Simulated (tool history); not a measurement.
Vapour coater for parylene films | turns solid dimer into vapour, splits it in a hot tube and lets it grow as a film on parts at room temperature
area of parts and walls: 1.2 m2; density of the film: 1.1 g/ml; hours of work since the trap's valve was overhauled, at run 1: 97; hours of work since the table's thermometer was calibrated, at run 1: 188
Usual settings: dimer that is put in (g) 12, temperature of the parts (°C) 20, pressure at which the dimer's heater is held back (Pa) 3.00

run,hour,dimer that is put in (g),temperature of the parts (°C),pressure at which the dimer's heater is held back (Pa),hours of work since the trap's valve was overhauled,hours of work since the table's thermometer was calibrated,thickness of the film (µm)
1,0.0,12,20,3.00,97,188,4.77
2,13.5,12,20,3.00,104,196,4.78
3,27.2,12,20,10.33,112,204,3.75
4,35.9,12,20,3.00,118,209,4.71
5,50.2,12,20,3.00,126,218,4.69
6,60.5,12,20,3.00,132,224,4.72
7,69.4,12,20,3.00,137,229,4.70
8,81.4,12,20,3.00,144,236,4.69
9,95.1,12,20,3.00,152,244,4.67
10,111.0,11,20,3.00,162,253,4.25
11,121.4,12,20,3.00,168,259,4.58
12,137.1,12,20,3.00,177,269,4.58
13,149.3,12,20,3.00,184,276,4.62
14,163.8,12,20,3.00,193,284,4.63
15,172.9,12,20,3.00,198,290,4.55
16,185.7,12,20,2.71,206,297,4.68
17,193.4,6,21,2.95,210,302,2.25
18,210.1,13,28,2.84,220,311,4.34
# hour 214.8: trap's valve overhauled
19,222.6,13,25,6.58,5,317,4.20
20,234.3,22,31,11.37,11,323,5.82
21,244.0,22,31,11.37,17,329,5.76
22,259.6,22,31,11.37,26,338,5.90
23,270.5,12,17,2.13,33,345,5.40
24,277.3,12,17,2.13,37,349,5.48
25,294.1,12,18,3.02,47,358,5.00
26,304.4,7,32,2.53,53,365,2.32

5 ways to go on from here, each from the tool as it stands after run 26. What would each give?
A,320.0,7,32,2.42,62,374,?
B,320.0,12,23,2.69,62,374,?
C,320.0,7,19,10.46,62,374,?
D,320.0,12,20,2.54,62,374,?
E,320.0,12,13,3.21,62,374,?

run,thickness of the film (µm)
A,2.33
B,4.61
C,2.32
D,4.89
E,5.43
Without the tool's hidden state the same runs would have given:
run,thickness of the film (µm)
A,2.39
B,4.74
C,2.38
D,5.03
E,5.58

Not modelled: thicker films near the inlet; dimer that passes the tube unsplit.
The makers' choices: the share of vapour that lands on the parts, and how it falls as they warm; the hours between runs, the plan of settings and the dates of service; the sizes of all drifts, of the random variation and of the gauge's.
